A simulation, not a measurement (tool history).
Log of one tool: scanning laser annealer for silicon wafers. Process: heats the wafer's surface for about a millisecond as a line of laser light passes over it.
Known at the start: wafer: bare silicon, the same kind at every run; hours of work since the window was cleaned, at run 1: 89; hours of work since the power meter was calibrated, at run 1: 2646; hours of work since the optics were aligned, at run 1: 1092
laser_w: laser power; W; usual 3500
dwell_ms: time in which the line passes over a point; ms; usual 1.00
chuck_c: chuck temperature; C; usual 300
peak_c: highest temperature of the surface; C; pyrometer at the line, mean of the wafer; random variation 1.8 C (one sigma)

| run | hour | laser_w | dwell_ms | chuck_c | hours of work since the window was cleaned | hours of work since the power meter was calibrated | hours of work since the optics were aligned | peak_c |
|---|---|---|---|---|---|---|---|---|
| 1 | 0.0 | 3500 | 1.00 | 300 | 89 | 2646 | 1092 | 1046 |
| 2 | 54.7 | 3500 | 1.00 | 286 | 127 | 2684 | 1130 | 1029 |
|  | 68.4 | optics aligned, line set to its width |
| 3 | 148.8 | 3500 | 1.00 | 286 | 188 | 2746 | 56 | 1028 |
| 4 | 230.5 | 3500 | 1.00 | 328 | 245 | 2802 | 112 | 1073 |
| 5 | 280.4 | 3500 | 1.00 | 322 | 279 | 2836 | 146 | 1065 |
| 6 | 359.0 | 3500 | 1.00 | 322 | 333 | 2891 | 201 | 1067 |
|  | 380.7 | window over the wafer cleaned |
| 7 | 443.9 | 3500 | 1.00 | 300 | 44 | 2948 | 258 | 1048 |
| 8 | 491.8 | 3500 | 1.00 | 300 | 77 | 2981 | 291 | 1045 |
| 9 | 542.7 | 3500 | 1.00 | 300 | 112 | 3016 | 326 | 1043 |
| 10 | 626.6 | 3500 | 1.02 | 300 | 170 | 3074 | 384 | 1053 |
| 11 | 671.5 | 3500 | 1.02 | 300 | 201 | 3105 | 415 | 1048 |
| 12 | 760.5 | 3500 | 1.00 | 295 | 262 | 3167 | 477 | 1041 |
| 13 | 825.7 | 3500 | 1.00 | 295 | 307 | 3212 | 522 | 1039 |
| 14 | 867.5 | 3500 | 1.00 | 300 | 336 | 3241 | 551 | 1043 |
|  | 879.9 | window over the wafer cleaned |
| 15 | 951.9 | 3500 | 1.00 | 281 | 50 | 3297 | 607 | 1026 |
| 16 | 1011.3 | 3500 | 1.00 | 281 | 91 | 3338 | 648 | 1023 |
| 17 | 1087.4 | 3293 | 1.00 | 281 | 143 | 3391 | 701 | 972 |
| 18 | 1137.8 | 3293 | 1.00 | 281 | 178 | 3426 | 736 | 973 |
| 19 | 1178.5 | 3293 | 1.00 | 281 | 206 | 3454 | 764 | 971 |
| 20 | 1220.7 | 3293 | 1.00 | 281 | 235 | 3483 | 793 | 970 |
| 21 | 1310.7 | 3461 | 0.98 | 287 | 298 | 3545 | 855 | 1013 |
| 22 | 1356.5 | 3829 | 1.07 | 303 | 329 | 3577 | 887 | 1158 |
|  | 1380.1 | window over the wafer cleaned |
| 23 | 1402.6 | 3829 | 1.07 | 303 | 16 | 3607 | 917 | 1162 |
| 24 | 1490.5 | 3313 | 0.96 | 288 | 76 | 3668 | 978 | 971 |
| 25 | 1549.3 | 3211 | 1.04 | 300 | 117 | 3709 | 1019 | 985 |
| 26 | 1597.1 | 3015 | 0.74 | 284 | 150 | 3742 | 1052 | 814 |
| 27 | 1666.8 | 3015 | 0.74 | 320 | 198 | 3790 | 1100 | 853 |
|  | 1720.8 | optics aligned, line set to its width |
| 28 | 1766.0 | 3766 | 0.90 | 284 | 263 | 3855 | 31 | 1053 |
| 29 | 1848.9 | 2986 | 0.86 | 266 | 320 | 3912 | 88 | 835 |
|  | 1885.3 | window over the wafer cleaned |
| 30 | 1932.4 | 2986 | 0.86 | 266 | 33 | 3968 | 145 | 835 |
| 31 | 1996.4 | 2986 | 0.86 | 266 | 77 | 4013 | 189 | 837 |
| 32 | 2051.8 | 3137 | 0.88 | 265 | 115 | 4051 | 227 | 874 |
| 33 | 2142.2 | 3137 | 0.88 | 265 | 177 | 4113 | 290 | 875 |
| 34 | 2228.2 | 3656 | 1.00 | 300 | 237 | 4173 | 349 | 1085 |
| 35 | 2320.8 | 3656 | 0.85 | 340 | 301 | 4237 | 413 | 1064 |
|  | 2385.7 | window over the wafer cleaned |
| 36 | 2397.4 | 3626 | 0.83 | 281 | 8 | 4288 | 465 | 985 |
| 37 | 2442.3 | 3336 | 1.00 | 291 | 39 | 4319 | 496 | 992 |
| 38 | 2537.7 | 3336 | 1.00 | 336 | 105 | 4385 | 561 | 1037 |
| 39 | 2621.6 | 3629 | 1.12 | 274 | 163 | 4443 | 619 | 1099 |
| 40 | 2702.3 | 3296 | 1.12 | 318 | 219 | 4499 | 675 | 1050 |

How the hidden state differs across the entries between the runs, from the last listed run before each to the first after it:
Between runs 2 and 3: optics aligned, line set to its width (hour 68.4)
  light that passes the window, % of a clean one's: 99.96 -> 99.95; width of the line over the set one, %: 0.02 -> 0.01
Between runs 6 and 7: window over the wafer cleaned (hour 380.7)
  light that passes the window, % of a clean one's: 99.91 -> 99.99
Between runs 14 and 15: window over the wafer cleaned (hour 879.9)
  light that passes the window, % of a clean one's: 99.91 -> 99.99
Between runs 22 and 23: window over the wafer cleaned (hour 1380.1)
  light that passes the window, % of a clean one's: 99.91 -> 99.99
Between runs 27 and 28: optics aligned, line set to its width (hour 1720.8)
  light that passes the window, % of a clean one's: 99.95 -> 99.93; width of the line over the set one, %: 0.03 -> 0
Between runs 29 and 30: window over the wafer cleaned (hour 1885.3)
  light that passes the window, % of a clean one's: 99.92 -> 99.99
Between runs 35 and 36: window over the wafer cleaned (hour 2385.7)
  light that passes the window, % of a clean one's: 99.92 -> 100
